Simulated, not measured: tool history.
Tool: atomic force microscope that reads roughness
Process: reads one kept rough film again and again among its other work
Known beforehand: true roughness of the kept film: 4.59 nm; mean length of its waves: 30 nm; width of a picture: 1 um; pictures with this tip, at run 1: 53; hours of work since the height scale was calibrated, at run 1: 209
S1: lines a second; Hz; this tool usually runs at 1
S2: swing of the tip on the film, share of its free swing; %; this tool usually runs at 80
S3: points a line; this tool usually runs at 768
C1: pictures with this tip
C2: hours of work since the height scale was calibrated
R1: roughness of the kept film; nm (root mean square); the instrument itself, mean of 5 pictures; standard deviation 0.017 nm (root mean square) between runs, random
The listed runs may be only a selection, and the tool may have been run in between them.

run 1 hour=0 | S1=1 S2=80 S3=768 | C1=53 C2=209 | R1=3.932
run 2 hour=25.8 | S1=1 S2=80 S3=768 | C1=108 C2=225 | R1=3.827
run 3 hour=36.9 | S1=1 S2=80 S3=768 | C1=131 C2=231 | R1=3.789
run 4 hour=61.1 | S1=1 S2=80 S3=768 | C1=182 C2=247 | R1=3.732
run 5 hour=78.9 | S1=1 S2=60 S3=768 | C1=219 C2=258 | R1=3.726
run 6 hour=92.9 | S1=1 S2=60 S3=768 | C1=249 C2=266 | R1=3.679
-- hour=100.2 new tip fitted
run 7 hour=107.7 | S1=1 S2=80 S3=768 | C1=16 C2=275 | R1=3.998
run 8 hour=124.8 | S1=1 S2=80 S3=260 | C1=52 C2=286 | R1=3.843
run 9 hour=138.9 | S1=1 S2=80 S3=260 | C1=82 C2=295 | R1=3.781
run 10 hour=155.9 | S1=1 S2=80 S3=260 | C1=117 C2=305 | R1=3.722
run 11 hour=175.8 | S1=1 S2=80 S3=260 | C1=159 C2=318 | R1=3.675
-- hour=178.4 height scale calibrated on a step standard
run 12 hour=199.6 | S1=0.98 S2=65 S3=280 | C1=207 C2=13 | R1=3.691
run 13 hour=221.5 | S1=1 S2=79 S3=768 | C1=254 C2=27 | R1=3.568
-- hour=225.8 new tip fitted
run 14 hour=232.5 | S1=1 S2=79 S3=768 | C1=15 C2=33 | R1=4.02
run 15 hour=253.3 | S1=1 S2=58 S3=768 | C1=58 C2=46 | R1=4.025
run 16 hour=273.1 | S1=1 S2=80 S3=545 | C1=100 C2=59 | R1=3.857

Same runs, no hidden state in the tool, same run-to-run variation:
Hidden state at play: radius of the tip, nm; height scale over the true one, %; drift of the gauge itself on roughness_nm, %.
run=1 R1=4.038
run=2 R1=4.029
run=3 R1=4.03
run=4 R1=4.062
run=5 R1=4.122
run=6 R1=4.122
run=7 R1=4.073
run=8 R1=3.976
run=9 R1=3.969
run=10 R1=3.967
run=11 R1=3.993
run=12 R1=4.097
run=13 R1=4.04
run=14 R1=4.041
run=15 R1=4.132
run=16 R1=4.038

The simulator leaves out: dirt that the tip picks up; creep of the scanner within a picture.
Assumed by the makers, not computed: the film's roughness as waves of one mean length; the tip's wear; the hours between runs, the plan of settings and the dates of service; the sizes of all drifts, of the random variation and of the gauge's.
